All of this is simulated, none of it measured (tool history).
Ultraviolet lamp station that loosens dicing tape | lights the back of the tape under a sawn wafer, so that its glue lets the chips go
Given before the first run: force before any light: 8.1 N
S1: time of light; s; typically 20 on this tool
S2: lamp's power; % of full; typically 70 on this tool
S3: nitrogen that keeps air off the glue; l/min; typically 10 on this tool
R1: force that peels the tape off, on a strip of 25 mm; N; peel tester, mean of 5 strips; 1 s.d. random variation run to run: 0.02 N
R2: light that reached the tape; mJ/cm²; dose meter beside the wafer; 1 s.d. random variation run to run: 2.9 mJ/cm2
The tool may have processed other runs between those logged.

run 1 hour=0.0 | S1=20 S2=70 S3=10 | R1=1.147 R2=360
run 2 hour=9.6 | S1=36 S2=70 S3=10 | R1=0.361 R2=648
run 3 hour=19.7 | S1=36 S2=70 S3=10 | R1=0.344 R2=644
run 4 hour=27.5 | S1=36 S2=70 S3=10 | R1=0.353 R2=637
run 5 hour=33.8 | S1=36 S2=70 S3=10 | R1=0.368 R2=635
run 6 hour=39.8 | S1=20 S2=70 S3=10 | R1=1.202 R2=349
run 7 hour=49.9 | S1=20 S2=70 S3=10 | R1=1.241 R2=352
run 8 hour=62.1 | S1=24 S2=79 S3=10 | R1=0.682 R2=471
run 9 hour=71.6 | S1=24 S2=79 S3=10 | R1=0.703 R2=465
run 10 hour=82.0 | S1=24 S2=79 S3=10 | R1=0.748 R2=462

Forecast run 11:
run 11 hour=93.6 | S1=20 S2=70 S3=16 | R1=? R2=?

Run 11 came out at R1 0.980 N, R2 338 mJ/cm².
With the hidden condition absent and the run-to-run variation left alone, this run would have shown R1 0.673 N, R2 406 mJ/cm².
